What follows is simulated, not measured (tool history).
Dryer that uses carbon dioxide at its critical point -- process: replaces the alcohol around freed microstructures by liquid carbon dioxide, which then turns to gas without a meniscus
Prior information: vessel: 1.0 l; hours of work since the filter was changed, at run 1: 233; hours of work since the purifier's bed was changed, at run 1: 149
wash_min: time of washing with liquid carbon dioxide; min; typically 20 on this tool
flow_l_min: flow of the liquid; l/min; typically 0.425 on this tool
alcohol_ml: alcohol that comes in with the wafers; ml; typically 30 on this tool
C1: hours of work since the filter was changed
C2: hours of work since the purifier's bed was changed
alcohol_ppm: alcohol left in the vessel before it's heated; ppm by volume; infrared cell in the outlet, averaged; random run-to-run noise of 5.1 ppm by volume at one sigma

{"run": 1, "hour": 0.0, "wash_min": 20, "flow_l_min": 0.425, "alcohol_ml": 30, "C1": 233, "C2": 149, "alcohol_ppm": 143}
{"run": 2, "hour": 6.4, "wash_min": 20, "flow_l_min": 0.425, "alcohol_ml": 50, "C1": 237, "C2": 152, "alcohol_ppm": 184}
{"run": 3, "hour": 19.7, "wash_min": 20, "flow_l_min": 0.425, "alcohol_ml": 50, "C1": 244, "C2": 159, "alcohol_ppm": 200}
{"run": 4, "hour": 31.3, "wash_min": 20, "flow_l_min": 0.425, "alcohol_ml": 50, "C1": 250, "C2": 166, "alcohol_ppm": 207}
{"run": 5, "hour": 45.9, "wash_min": 20, "flow_l_min": 0.425, "alcohol_ml": 30, "C1": 257, "C2": 173, "alcohol_ppm": 155}
{"run": 6, "hour": 55.0, "wash_min": 20, "flow_l_min": 0.425, "alcohol_ml": 30, "C1": 262, "C2": 178, "alcohol_ppm": 145}
{"run": 7, "hour": 62.4, "wash_min": 20, "flow_l_min": 0.425, "alcohol_ml": 30, "C1": 266, "C2": 182, "alcohol_ppm": 150}
{"run": 8, "hour": 71.5, "wash_min": 20, "flow_l_min": 0.425, "alcohol_ml": 82, "C1": 271, "C2": 187, "alcohol_ppm": 319}
{"run": 9, "hour": 86.3, "wash_min": 20, "flow_l_min": 0.344, "alcohol_ml": 30, "C1": 279, "C2": 195, "alcohol_ppm": 340}
{"run": 10, "hour": 95.9, "wash_min": 23, "flow_l_min": 0.327, "alcohol_ml": 23, "C1": 284, "C2": 200, "alcohol_ppm": 209}
{"run": 11, "hour": 109.1, "wash_min": 13, "flow_l_min": 0.505, "alcohol_ml": 30, "C1": 291, "C2": 207, "alcohol_ppm": 370}
{"run": 12, "hour": 116.4, "wash_min": 24, "flow_l_min": 0.426, "alcohol_ml": 72, "C1": 295, "C2": 211, "alcohol_ppm": 139}
{"run": 13, "hour": 124.3, "wash_min": 24, "flow_l_min": 0.426, "alcohol_ml": 72, "C1": 299, "C2": 215, "alcohol_ppm": 148}

Predict each of these 5 candidate next runs independently; none follows another, all start after run 13:
{"run": "A", "hour": 135.4, "wash_min": 20, "flow_l_min": 0.425, "alcohol_ml": 59, "C1": 305, "C2": 221, "alcohol_ppm": "?"}
{"run": "B", "hour": 135.4, "wash_min": 23, "flow_l_min": 0.426, "alcohol_ml": 40, "C1": 305, "C2": 221, "alcohol_ppm": "?"}
{"run": "C", "hour": 135.4, "wash_min": 24, "flow_l_min": 0.45, "alcohol_ml": 72, "C1": 305, "C2": 221, "alcohol_ppm": "?"}
{"run": "D", "hour": 135.4, "wash_min": 24, "flow_l_min": 0.426, "alcohol_ml": 72, "C1": 305, "C2": 221, "alcohol_ppm": "?"}
{"run": "E", "hour": 135.4, "wash_min": 24, "flow_l_min": 0.426, "alcohol_ml": 119, "C1": 305, "C2": 221, "alcohol_ppm": "?"}

run=A alcohol_ppm=267
run=B alcohol_ppm=131
run=C alcohol_ppm=130
run=D alcohol_ppm=143
run=E alcohol_ppm=191
Had the tool no hidden state, the same runs would have come out as:
run=A alcohol_ppm=109
run=B alcohol_ppm=28
run=C alcohol_ppm=25
run=D alcohol_ppm=28
run=E alcohol_ppm=60
